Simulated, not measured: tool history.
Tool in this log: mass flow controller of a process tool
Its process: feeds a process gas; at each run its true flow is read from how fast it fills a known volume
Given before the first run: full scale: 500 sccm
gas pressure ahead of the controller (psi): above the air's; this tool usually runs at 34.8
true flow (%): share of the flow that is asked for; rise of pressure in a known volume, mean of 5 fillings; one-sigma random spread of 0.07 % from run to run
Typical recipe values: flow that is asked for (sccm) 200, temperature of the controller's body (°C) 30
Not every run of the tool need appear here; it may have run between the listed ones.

| run | hour | flow that is asked for (sccm) | gas pressure ahead of the controller (psi) | temperature of the controller's body (°C) | true flow (%) |
|---|---|---|---|---|---|
| 1 | 0 | 200 | 34.8 | 30 | 99.3 |
| 2 | 87 | 200 | 34.8 | 28 | 99.61 |
| 3 | 173.7 | 200 | 34.7 | 30 | 99.36 |
| 4 | 220.5 | 200 | 34.7 | 30 | 99.31 |
| 5 | 269 | 200 | 34.8 | 30 | 99.31 |
| 6 | 366 | 200 | 34.8 | 30 | 99.37 |
| 7 | 459.7 | 200 | 34.8 | 30 | 99.28 |
| 8 | 543.1 | 200 | 34.8 | 30 | 99.26 |
| 9 | 595.3 | 200 | 34.8 | 30 | 99.17 |
| 10 | 674.5 | 200 | 34.8 | 30 | 99.4 |
| 11 | 740.4 | 200 | 34.8 | 30 | 99.27 |
| 12 | 811.1 | 200 | 21.8 | 30 | 99.27 |
| 13 | 894.7 | 200 | 34.8 | 36 | 98.76 |
| 14 | 940.4 | 200 | 34.8 | 36 | 98.73 |
| 15 | 1010 | 200 | 34.8 | 30 | 99.47 |
| 16 | 1058.7 | 200 | 34.8 | 30 | 99.31 |
| 17 | 1134.4 | 200 | 34.8 | 30 | 99.33 |
| 18 | 1231 | 200 | 34.8 | 30 | 99.33 |
| 19 | 1318.8 | 200 | 34.8 | 30 | 99.36 |
| 20 | 1399.7 | 439 | 31.9 | 31 | 99.54 |
|  | 1421.6 | controller exchanged for a calibrated one |
| 21 | 1493.2 | 85 | 39.2 | 21 | 100.04 |
| 22 | 1577.7 | 58 | 35.8 | 21 | 100.04 |
| 23 | 1673.4 | 107 | 22.5 | 30 | 99.04 |
| 24 | 1736.8 | 107 | 22.5 | 30 | 99.09 |
| 25 | 1788.2 | 107 | 22.5 | 30 | 99.12 |
| 26 | 1871 | 107 | 22.5 | 30 | 99.09 |
| 27 | 1947.4 | 107 | 22.5 | 30 | 99.06 |
| 28 | 1994.7 | 200 | 32.1 | 33 | 99.01 |
| 29 | 2036.5 | 200 | 32.1 | 33 | 99.06 |
| 30 | 2083 | 71 | 31.5 | 34 | 98.87 |
| 31 | 2159.8 | 240 | 31.5 | 40 | 98.44 |
| 32 | 2231 | 158 | 31.5 | 24 | 99.77 |
| 33 | 2270.1 | 171 | 38.6 | 30 | 99.35 |
| 34 | 2359.4 | 236 | 32.8 | 28 | 99.53 |
| 35 | 2449 | 200 | 40.2 | 32 | 99.21 |
| 36 | 2537.4 | 67 | 22.8 | 27 | 99.39 |
| 37 | 2614.4 | 200 | 36 | 30 | 99.38 |

Predict the results of run 38:
| 38 | 2666.8 | 56 | 32.6 | 24 | ? |

true flow (%): 99.67
Had the tool carried no hidden state, the very same run would have given true flow (%) 99.68.
